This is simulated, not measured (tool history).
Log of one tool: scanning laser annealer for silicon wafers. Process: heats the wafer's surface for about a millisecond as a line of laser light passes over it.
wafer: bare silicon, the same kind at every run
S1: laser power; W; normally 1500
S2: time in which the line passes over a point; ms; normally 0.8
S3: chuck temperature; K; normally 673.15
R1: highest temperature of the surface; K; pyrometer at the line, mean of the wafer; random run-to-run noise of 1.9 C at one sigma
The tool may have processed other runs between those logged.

run,hour,S1,S2,S3,R1
1,0,1500,0.8,673.15,1470.15
2,75.6,1500,0.8,673.15,1467.15
3,129.8,1513,0.8,673.15,1474.15
4,192.6,1513,0.8,673.15,1471.15
5,227.7,1500,0.8,673.15,1464.15
6,288.4,1500,0.8,673.15,1463.15
7,363.7,1500,0.8,673.15,1459.15
8,400.2,1486,0.8,673.15,1449.15
9,439.9,1486,0.8,673.15,1454.15
10,481.8,1486,0.8,673.15,1451.15
11,551.5,1537,0.8,635.15,1438.15
# hour 614.2: optics aligned, line set to its width
12,615,1500,0.71,641.15,1389.15
13,674.2,1597,0.637,671.15,1429.15
14,709.6,1511,0.8,673.15,1472.15
# hour 717.9: laser's power meter calibrated
15,790.2,1500,0.8,658.15,1448.15
16,830.2,1488,0.708,658.15,1398.15
# hour 869.8: laser's power meter calibrated, once more
17,905.9,1488,0.741,658.15,1422.15
18,970.8,1532,0.827,673.15,1501.15
19,1035.3,1492,0.992,701.15,1580.15
20,1090.7,1379,0.808,673.15,1408.15

4 options for the next run, each taken on its own from the tool as it stands now. Forecast them:
A,1141.6,1500,0.903,673.15,?
B,1141.6,1379,0.931,673.15,?
C,1141.6,1293,0.808,643.15,?
D,1141.6,1633,0.637,667.15,?

run,R1
A,1514.15
B,1455.15
C,1328.15
D,1441.15
What these runs would have given with no unlogged condition in the tool:
run,R1
A,1540.15
B,1480.15
C,1349.15
D,1465.15
